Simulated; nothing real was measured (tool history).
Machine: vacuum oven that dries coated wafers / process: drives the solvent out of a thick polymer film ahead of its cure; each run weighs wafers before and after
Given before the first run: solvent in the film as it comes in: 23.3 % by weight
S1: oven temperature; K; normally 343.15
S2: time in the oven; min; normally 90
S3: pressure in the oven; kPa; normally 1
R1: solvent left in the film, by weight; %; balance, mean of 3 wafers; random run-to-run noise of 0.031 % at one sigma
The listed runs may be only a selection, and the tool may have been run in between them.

run,hour,S1,S2,S3,R1
1,0,343.15,90,1,3.89
2,12.2,343.15,90,2.88,4.55
3,19.6,343.15,90,1,3.83
4,35,343.15,90,1,3.92
5,50.3,343.15,90,1,3.86
6,64.2,343.15,90,2.2,4.32
7,74.8,343.15,90,2.23,4.37
8,84.1,343.15,90,2.23,4.33
9,97.8,343.15,90,2.23,4.39
10,104.4,352.15,90,2.23,1.6
11,118.8,343.15,72,1,5.26
12,127.9,343.15,72,1,5.23
13,141.7,343.15,90,1,3.93
14,155.1,343.15,90,1,3.93
15,171.3,343.15,90,1,3.92
16,184,343.15,90,1,3.93
17,191.6,343.15,90,1,3.94
18,201,339.15,90,1,5.56
19,217.1,339.15,90,1,5.58
20,223.7,333.15,90,1,8.41
21,235.8,333.15,90,1,8.44
22,244.3,333.15,90,1,8.54
23,254.6,333.15,90,1,8.41
24,264.2,349.15,48,3.51,6.03
25,278.4,349.15,48,3.51,6.07
26,292.2,340.15,49,3.12,9.8
27,304.3,340.15,49,3.12,9.84
28,319.1,340.15,49,3.12,9.88
29,330.2,330.15,90,2.25,10.53
30,336.7,330.15,90,2.25,10.43
31,347.2,330.15,90,2.25,10.44
32,359.8,330.15,90,2.25,10.4
33,372.8,350.15,90,1,1.77
34,379.6,343.15,104,0.63,3.07
35,393.5,343.15,104,0.63,3.05
36,406.4,340.15,90,1.28,5.35
37,417,344.15,90,0.67,3.51
38,432.6,344.15,90,0.67,3.44
39,442.4,347.15,90,2.71,3.18
40,453.5,343.15,90,2.49,4.58
41,460.8,343.15,90,2.49,4.56
42,475.3,343.15,91,1.28,3.92
43,489.3,343.15,91,1.28,3.92

Not shown: 1 entry that the log had between the listed runs. Between which runs, and how does the tool's hidden state differ before and after?
Run 41 -> run 42: vacuum gauge cleaned of residue and calibrated (hour 471.6)
  true wafer temperature over the reading, C: -0.09 -> -0.1; true pressure over the reading, kPa: 0.361 -> 0.005
  what was measured, less what the result would be without the hidden state, R1: +0.16 -> +0.03 %
